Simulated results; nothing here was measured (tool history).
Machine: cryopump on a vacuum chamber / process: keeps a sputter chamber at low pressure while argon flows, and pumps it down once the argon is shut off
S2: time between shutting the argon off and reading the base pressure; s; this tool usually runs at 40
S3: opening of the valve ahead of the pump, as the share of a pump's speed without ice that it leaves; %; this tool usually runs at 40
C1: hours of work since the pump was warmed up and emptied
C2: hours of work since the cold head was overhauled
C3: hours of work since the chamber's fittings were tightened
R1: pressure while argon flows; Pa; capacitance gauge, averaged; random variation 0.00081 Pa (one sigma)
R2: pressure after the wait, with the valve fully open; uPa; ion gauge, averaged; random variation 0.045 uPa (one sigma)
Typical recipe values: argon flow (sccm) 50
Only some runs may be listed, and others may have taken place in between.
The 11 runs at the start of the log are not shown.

{"run": 12, "hour": 132.0, "argon flow (sccm)": 50, "S2": 26, "S3": 40, "C1": 604, "C2": 604, "C3": 1621, "R1": 0.1711, "R2": 4.94}
{"run": 13, "hour": 147.0, "argon flow (sccm)": 50, "S2": 26, "S3": 40, "C1": 617, "C2": 617, "C3": 1634, "R1": 0.1705, "R2": 5.02}
{"run": 14, "hour": 161.0, "argon flow (sccm)": 36, "S2": 40, "S3": 40, "C1": 630, "C2": 630, "C3": 1646, "R1": 0.1227, "R2": 3.61}
{"hour": 173.5, "done": "pump warmed up, emptied and cooled again"}
{"run": 15, "hour": 174.0, "argon flow (sccm)": 50, "S2": 40, "S3": 40, "C1": 1, "C2": 637, "C3": 1653, "R1": 0.1595, "R2": 3.48}
{"run": 16, "hour": 183.9, "argon flow (sccm)": 50, "S2": 40, "S3": 40, "C1": 9, "C2": 645, "C3": 1662, "R1": 0.1607, "R2": 3.44}
{"run": 17, "hour": 199.5, "argon flow (sccm)": 50, "S2": 57, "S3": 40, "C1": 23, "C2": 659, "C3": 1676, "R1": 0.1622, "R2": 2.75}
{"run": 18, "hour": 209.5, "argon flow (sccm)": 81, "S2": 53, "S3": 40, "C1": 32, "C2": 668, "C3": 1685, "R1": 0.2604, "R2": 2.94}
{"run": 19, "hour": 221.3, "argon flow (sccm)": 81, "S2": 53, "S3": 40, "C1": 42, "C2": 678, "C3": 1695, "R1": 0.2616, "R2": 2.91}
{"run": 20, "hour": 235.2, "argon flow (sccm)": 81, "S2": 53, "S3": 40, "C1": 55, "C2": 691, "C3": 1708, "R1": 0.2642, "R2": 2.95}
{"run": 21, "hour": 249.0, "argon flow (sccm)": 45, "S2": 117, "S3": 42, "C1": 67, "C2": 703, "C3": 1720, "R1": 0.1383, "R2": 1.96}
{"run": 22, "hour": 256.1, "argon flow (sccm)": 57, "S2": 117, "S3": 33, "C1": 73, "C2": 709, "C3": 1726, "R1": 0.2256, "R2": 1.9}
{"run": 23, "hour": 269.6, "argon flow (sccm)": 57, "S2": 117, "S3": 33, "C1": 85, "C2": 721, "C3": 1738, "R1": 0.2215, "R2": 1.92}
{"run": 24, "hour": 284.7, "argon flow (sccm)": 24, "S2": 40, "S3": 18, "C1": 98, "C2": 734, "C3": 1751, "R1": 0.1729, "R2": 3.66}
{"run": 25, "hour": 293.0, "argon flow (sccm)": 64, "S2": 117, "S3": 40, "C1": 106, "C2": 742, "C3": 1759, "R1": 0.2076, "R2": 1.92}
{"run": 26, "hour": 309.4, "argon flow (sccm)": 37, "S2": 30, "S3": 41, "C1": 120, "C2": 756, "C3": 1773, "R1": 0.1173, "R2": 4.35}
{"run": 27, "hour": 326.0, "argon flow (sccm)": 37, "S2": 30, "S3": 41, "C1": 135, "C2": 771, "C3": 1788, "R1": 0.1171, "R2": 4.41}
{"run": 28, "hour": 340.1, "argon flow (sccm)": 68, "S2": 40, "S3": 16, "C1": 147, "C2": 783, "C3": 1800, "R1": 0.542, "R2": 3.56}
{"run": 29, "hour": 350.1, "argon flow (sccm)": 34, "S2": 49, "S3": 16, "C1": 156, "C2": 792, "C3": 1809, "R1": 0.2725, "R2": 3.21}
{"run": 30, "hour": 362.6, "argon flow (sccm)": 34, "S2": 49, "S3": 16, "C1": 167, "C2": 803, "C3": 1820, "R1": 0.2758, "R2": 3.09}
{"run": 31, "hour": 370.3, "argon flow (sccm)": 34, "S2": 49, "S3": 16, "C1": 174, "C2": 810, "C3": 1827, "R1": 0.2731, "R2": 3.19}
{"run": 32, "hour": 378.7, "argon flow (sccm)": 61, "S2": 63, "S3": 40, "C1": 181, "C2": 817, "C3": 1834, "R1": 0.1985, "R2": 2.75}
{"run": 33, "hour": 387.3, "argon flow (sccm)": 81, "S2": 81, "S3": 40, "C1": 189, "C2": 825, "C3": 1842, "R1": 0.2638, "R2": 2.34}
{"run": 34, "hour": 398.4, "argon flow (sccm)": 36, "S2": 34, "S3": 32, "C1": 199, "C2": 835, "C3": 1852, "R1": 0.1471, "R2": 3.99}

3 options for the next run, each taken on its own from the tool as it stands now. Forecast them:
{"run": "A", "hour": 410.6, "argon flow (sccm)": 45, "S2": 69, "S3": 32, "C1": 209, "C2": 846, "C3": 1862, "R1": "?", "R2": "?"}
{"run": "B", "hour": 410.6, "argon flow (sccm)": 36, "S2": 34, "S3": 17, "C1": 209, "C2": 846, "C3": 1862, "R1": "?", "R2": "?"}
{"run": "C", "hour": 410.6, "argon flow (sccm)": 22, "S2": 47, "S3": 31, "C1": 209, "C2": 846, "C3": 1862, "R1": "?", "R2": "?"}

run=A R1=0.1818 R2=2.6
run=B R1=0.275 R2=4.19
run=C R1=0.0918 R2=3.32
Without the tool's hidden state the same runs would have given:
run=A R1=0.178 R2=1.64
run=B R1=0.2719 R2=3.22
run=C R1=0.0899 R2=2.36

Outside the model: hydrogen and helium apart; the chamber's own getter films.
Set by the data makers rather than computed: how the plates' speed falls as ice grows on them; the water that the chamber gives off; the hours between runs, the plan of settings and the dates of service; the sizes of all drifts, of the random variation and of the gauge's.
